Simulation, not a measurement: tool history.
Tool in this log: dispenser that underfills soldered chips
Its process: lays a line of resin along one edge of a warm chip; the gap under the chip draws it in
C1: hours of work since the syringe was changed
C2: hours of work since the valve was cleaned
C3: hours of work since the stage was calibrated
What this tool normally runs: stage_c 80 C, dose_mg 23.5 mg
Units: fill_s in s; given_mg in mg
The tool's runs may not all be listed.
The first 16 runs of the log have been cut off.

{"run": 17, "hour": 101.3, "stage_c": 73, "dose_mg": 23.5, "C1": 5, "C2": 53, "C3": 204, "fill_s": 44.2, "given_mg": 22.72}
{"run": 18, "hour": 107.2, "stage_c": 73, "dose_mg": 23.5, "C1": 10, "C2": 58, "C3": 208, "fill_s": 57.8, "given_mg": 22.48}
{"hour": 109.8, "done": "new syringe of resin"}
{"run": 19, "hour": 111.7, "stage_c": 86, "dose_mg": 25.8, "C1": 2, "C2": 61, "C3": 212, "fill_s": 21.3, "given_mg": 24.7}
{"run": 20, "hour": 116.3, "stage_c": 74, "dose_mg": 25.4, "C1": 5, "C2": 65, "C3": 215, "fill_s": 43.1, "given_mg": 24.13}
{"run": 21, "hour": 120.2, "stage_c": 79, "dose_mg": 30.3, "C1": 8, "C2": 68, "C3": 218, "fill_s": 40.3, "given_mg": 28.62}
{"hour": 124.7, "done": "new syringe of resin"}
{"run": 22, "hour": 126.1, "stage_c": 94, "dose_mg": 24.6, "C1": 1, "C2": 72, "C3": 223, "fill_s": 15.5, "given_mg": 23.44}
{"run": 23, "hour": 134.0, "stage_c": 70, "dose_mg": 27.5, "C1": 7, "C2": 78, "C3": 229, "fill_s": 57.4, "given_mg": 25.97}
{"run": 24, "hour": 138.7, "stage_c": 77, "dose_mg": 23.4, "C1": 11, "C2": 82, "C3": 233, "fill_s": 51.9, "given_mg": 21.93}
{"hour": 139.4, "done": "new syringe of resin"}
{"run": 25, "hour": 146.9, "stage_c": 82, "dose_mg": 25.1, "C1": 6, "C2": 88, "C3": 239, "fill_s": 32.3, "given_mg": 23.47}
{"run": 26, "hour": 152.5, "stage_c": 77, "dose_mg": 29.4, "C1": 10, "C2": 93, "C3": 243, "fill_s": 48.9, "given_mg": 27.53}
{"hour": 154.0, "done": "new syringe of resin"}
{"run": 27, "hour": 160.1, "stage_c": 77, "dose_mg": 29.4, "C1": 5, "C2": 99, "C3": 249, "fill_s": 37, "given_mg": 27.44}
{"hour": 166.0, "done": "dispensing valve cleaned and set on the balance"}
{"run": 28, "hour": 167.1, "stage_c": 77, "dose_mg": 29.4, "C1": 9, "C2": 1, "C3": 254, "fill_s": 47.2, "given_mg": 29.25}
{"hour": 169.9, "done": "new syringe of resin"}
{"run": 29, "hour": 175.9, "stage_c": 80, "dose_mg": 25.8, "C1": 5, "C2": 8, "C3": 260, "fill_s": 32, "given_mg": 25.83}
{"run": 30, "hour": 180.6, "stage_c": 81, "dose_mg": 26.5, "C1": 8, "C2": 11, "C3": 264, "fill_s": 38.7, "given_mg": 26.27}
{"hour": 184.7, "done": "new syringe of resin"}
{"run": 31, "hour": 187.7, "stage_c": 67, "dose_mg": 29.1, "C1": 2, "C2": 16, "C3": 269, "fill_s": 48.9, "given_mg": 28.73}
{"run": 32, "hour": 194.7, "stage_c": 95, "dose_mg": 29.3, "C1": 8, "C2": 22, "C3": 275, "fill_s": 20.5, "given_mg": 29.03}
{"hour": 199.4, "done": "new syringe of resin"}
{"run": 33, "hour": 202.3, "stage_c": 77, "dose_mg": 27.1, "C1": 2, "C2": 28, "C3": 280, "fill_s": 32, "given_mg": 26.46}
{"run": 34, "hour": 209.4, "stage_c": 80, "dose_mg": 25, "C1": 8, "C2": 33, "C3": 286, "fill_s": 39.3, "given_mg": 24.28}
{"run": 35, "hour": 213.2, "stage_c": 80, "dose_mg": 25, "C1": 11, "C2": 36, "C3": 289, "fill_s": 45.4, "given_mg": 24.37}
{"hour": 214.0, "done": "new syringe of resin"}
{"run": 36, "hour": 222.2, "stage_c": 87, "dose_mg": 20.6, "C1": 6, "C2": 43, "C3": 296, "fill_s": 27.8, "given_mg": 19.94}

Each row is a separate what-if for the run after 36, all from the same tool condition, not one after another. Results?
{"run": "A", "hour": 227.0, "stage_c": 87, "dose_mg": 22.8, "C1": 10, "C2": 47, "C3": 300, "fill_s": "?", "given_mg": "?"}
{"run": "B", "hour": 227.0, "stage_c": 78, "dose_mg": 23, "C1": 10, "C2": 47, "C3": 300, "fill_s": "?", "given_mg": "?"}
{"run": "C", "hour": 227.0, "stage_c": 86, "dose_mg": 27.2, "C1": 10, "C2": 47, "C3": 300, "fill_s": "?", "given_mg": "?"}
{"run": "D", "hour": 227.0, "stage_c": 70, "dose_mg": 22.7, "C1": 10, "C2": 47, "C3": 300, "fill_s": "?", "given_mg": "?"}

run=A fill_s=33.9 given_mg=21.76
run=B fill_s=49.5 given_mg=22.03
run=C fill_s=34.5 given_mg=26.13
run=D fill_s=68.2 given_mg=22.06
Without the tool's unlogged condition, the same runs would have read:
run=A fill_s=18.5 given_mg=22.59
run=B fill_s=27.1 given_mg=22.87
run=C fill_s=19 given_mg=27.13
run=D fill_s=37.4 given_mg=22.89
